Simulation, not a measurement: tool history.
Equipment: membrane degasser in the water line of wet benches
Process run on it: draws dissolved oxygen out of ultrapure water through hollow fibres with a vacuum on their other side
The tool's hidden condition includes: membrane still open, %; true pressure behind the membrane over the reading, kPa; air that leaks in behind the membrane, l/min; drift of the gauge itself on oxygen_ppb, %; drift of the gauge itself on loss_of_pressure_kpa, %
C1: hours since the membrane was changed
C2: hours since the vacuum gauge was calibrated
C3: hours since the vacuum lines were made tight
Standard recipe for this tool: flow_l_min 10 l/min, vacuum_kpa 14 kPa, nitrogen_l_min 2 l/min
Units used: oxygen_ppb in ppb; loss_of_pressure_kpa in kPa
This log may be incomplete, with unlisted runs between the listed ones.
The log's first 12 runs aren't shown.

{"run": 13, "day": 27.75, "flow_l_min": 16, "vacuum_kpa": 14, "nitrogen_l_min": 2, "C1": 3505, "C2": 4929, "C3": 4929, "oxygen_ppb": 299.3, "loss_of_pressure_kpa": 75.86}
{"run": 14, "day": 30.262, "flow_l_min": 7, "vacuum_kpa": 14, "nitrogen_l_min": 2, "C1": 3565, "C2": 4989, "C3": 4989, "oxygen_ppb": 93.6, "loss_of_pressure_kpa": 32.91}
{"run": 15, "day": 33.25, "flow_l_min": 7, "vacuum_kpa": 14, "nitrogen_l_min": 2, "C1": 3637, "C2": 5061, "C3": 5061, "oxygen_ppb": 93.7, "loss_of_pressure_kpa": 33.18}
{"run": 16, "day": 35.092, "flow_l_min": 7, "vacuum_kpa": 14, "nitrogen_l_min": 2, "C1": 3681, "C2": 5105, "C3": 5105, "oxygen_ppb": 94.7, "loss_of_pressure_kpa": 33.08}
{"run": 17, "day": 36.488, "flow_l_min": 7, "vacuum_kpa": 9.4, "nitrogen_l_min": 2, "C1": 3715, "C2": 5139, "C3": 5139, "oxygen_ppb": 55, "loss_of_pressure_kpa": 33.39}
{"run": 18, "day": 38.562, "flow_l_min": 12, "vacuum_kpa": 18.2, "nitrogen_l_min": 2, "C1": 3765, "C2": 5189, "C3": 5189, "oxygen_ppb": 247.2, "loss_of_pressure_kpa": 57.19}
{"run": 19, "day": 40.579, "flow_l_min": 9, "vacuum_kpa": 8.6, "nitrogen_l_min": 1.18, "C1": 3813, "C2": 5237, "C3": 5237, "oxygen_ppb": 104.9, "loss_of_pressure_kpa": 42.77}
{"run": 20, "day": 43.283, "flow_l_min": 12, "vacuum_kpa": 14, "nitrogen_l_min": 2.77, "C1": 3878, "C2": 5302, "C3": 5302, "oxygen_ppb": 145.2, "loss_of_pressure_kpa": 57.34}
{"run": 21, "day": 44.617, "flow_l_min": 11, "vacuum_kpa": 14, "nitrogen_l_min": 0.97, "C1": 3910, "C2": 5334, "C3": 5334, "oxygen_ppb": 301.3, "loss_of_pressure_kpa": 52.41}
{"run": 22, "day": 47.158, "flow_l_min": 6, "vacuum_kpa": 28, "nitrogen_l_min": 2.11, "C1": 3971, "C2": 5395, "C3": 5395, "oxygen_ppb": 171.9, "loss_of_pressure_kpa": 28.8}
{"run": 23, "day": 49.583, "flow_l_min": 6, "vacuum_kpa": 28, "nitrogen_l_min": 2.11, "C1": 4029, "C2": 5453, "C3": 5453, "oxygen_ppb": 174.1, "loss_of_pressure_kpa": 28.79}
{"run": 24, "day": 52.671, "flow_l_min": 6, "vacuum_kpa": 28, "nitrogen_l_min": 2.11, "C1": 4103, "C2": 5527, "C3": 5527, "oxygen_ppb": 176.4, "loss_of_pressure_kpa": 28.72}
{"day": 52.829, "done": "vacuum gauge calibrated"}
{"run": 25, "day": 55.85, "flow_l_min": 6, "vacuum_kpa": 28, "nitrogen_l_min": 2.11, "C1": 4179, "C2": 73, "C3": 5603, "oxygen_ppb": 172.4, "loss_of_pressure_kpa": 28.59}
{"run": 26, "day": 58.312, "flow_l_min": 7, "vacuum_kpa": 17.1, "nitrogen_l_min": 0.94, "C1": 4238, "C2": 132, "C3": 5662, "oxygen_ppb": 244.3, "loss_of_pressure_kpa": 33.53}
{"run": 27, "day": 59.638, "flow_l_min": 7, "vacuum_kpa": 17.1, "nitrogen_l_min": 0.94, "C1": 4270, "C2": 163, "C3": 5694, "oxygen_ppb": 244.9, "loss_of_pressure_kpa": 33.76}
{"run": 28, "day": 62.417, "flow_l_min": 7, "vacuum_kpa": 17.1, "nitrogen_l_min": 0.94, "C1": 4337, "C2": 230, "C3": 5761, "oxygen_ppb": 245.2, "loss_of_pressure_kpa": 33.76}
{"run": 29, "day": 63.988, "flow_l_min": 14, "vacuum_kpa": 22.5, "nitrogen_l_min": 1.78, "C1": 4374, "C2": 268, "C3": 5798, "oxygen_ppb": 402.9, "loss_of_pressure_kpa": 67.41}
{"run": 30, "day": 66.975, "flow_l_min": 14, "vacuum_kpa": 22.5, "nitrogen_l_min": 1.78, "C1": 4446, "C2": 339, "C3": 5870, "oxygen_ppb": 407.7, "loss_of_pressure_kpa": 67.3}
{"day": 67.717, "done": "gauge calibrated"}
{"run": 31, "day": 69.204, "flow_l_min": 10, "vacuum_kpa": 24.5, "nitrogen_l_min": 5.35, "C1": 4500, "C2": 393, "C3": 5924, "oxygen_ppb": 111.5, "loss_of_pressure_kpa": 46.74}

Alternative continuations, all from the tool just after run 31; predict every row:
{"run": "A", "day": 70.708, "flow_l_min": 13, "vacuum_kpa": 14.4, "nitrogen_l_min": 1.63, "C1": 4536, "C2": 429, "C3": 5960, "oxygen_ppb": "?", "loss_of_pressure_kpa": "?"}
{"run": "B", "day": 70.708, "flow_l_min": 10, "vacuum_kpa": 12.9, "nitrogen_l_min": 2, "C1": 4536, "C2": 429, "C3": 5960, "oxygen_ppb": "?", "loss_of_pressure_kpa": "?"}
{"run": "C", "day": 70.708, "flow_l_min": 15, "vacuum_kpa": 14, "nitrogen_l_min": 3.02, "C1": 4536, "C2": 429, "C3": 5960, "oxygen_ppb": "?", "loss_of_pressure_kpa": "?"}
{"run": "D", "day": 70.708, "flow_l_min": 11, "vacuum_kpa": 22.4, "nitrogen_l_min": 2, "C1": 4536, "C2": 429, "C3": 5960, "oxygen_ppb": "?", "loss_of_pressure_kpa": "?"}
{"run": "E", "day": 70.708, "flow_l_min": 13, "vacuum_kpa": 9.2, "nitrogen_l_min": 1.29, "C1": 4536, "C2": 429, "C3": 5960, "oxygen_ppb": "?", "loss_of_pressure_kpa": "?"}

run=A oxygen_ppb=254.1 loss_of_pressure_kpa=61.25
run=B oxygen_ppb=130 loss_of_pressure_kpa=47.45
run=C oxygen_ppb=210.2 loss_of_pressure_kpa=70.04
run=D oxygen_ppb=265.9 loss_of_pressure_kpa=51.83
run=E oxygen_ppb=184.7 loss_of_pressure_kpa=61.26
The same runs, with their run-to-run variation unchanged, on a tool lacking any hidden condition would have given:
run=A oxygen_ppb=253.8 loss_of_pressure_kpa=61.16
run=B oxygen_ppb=129.8 loss_of_pressure_kpa=47.38
run=C oxygen_ppb=209.9 loss_of_pressure_kpa=69.93
run=D oxygen_ppb=265.5 loss_of_pressure_kpa=51.76
run=E oxygen_ppb=184.5 loss_of_pressure_kpa=61.17

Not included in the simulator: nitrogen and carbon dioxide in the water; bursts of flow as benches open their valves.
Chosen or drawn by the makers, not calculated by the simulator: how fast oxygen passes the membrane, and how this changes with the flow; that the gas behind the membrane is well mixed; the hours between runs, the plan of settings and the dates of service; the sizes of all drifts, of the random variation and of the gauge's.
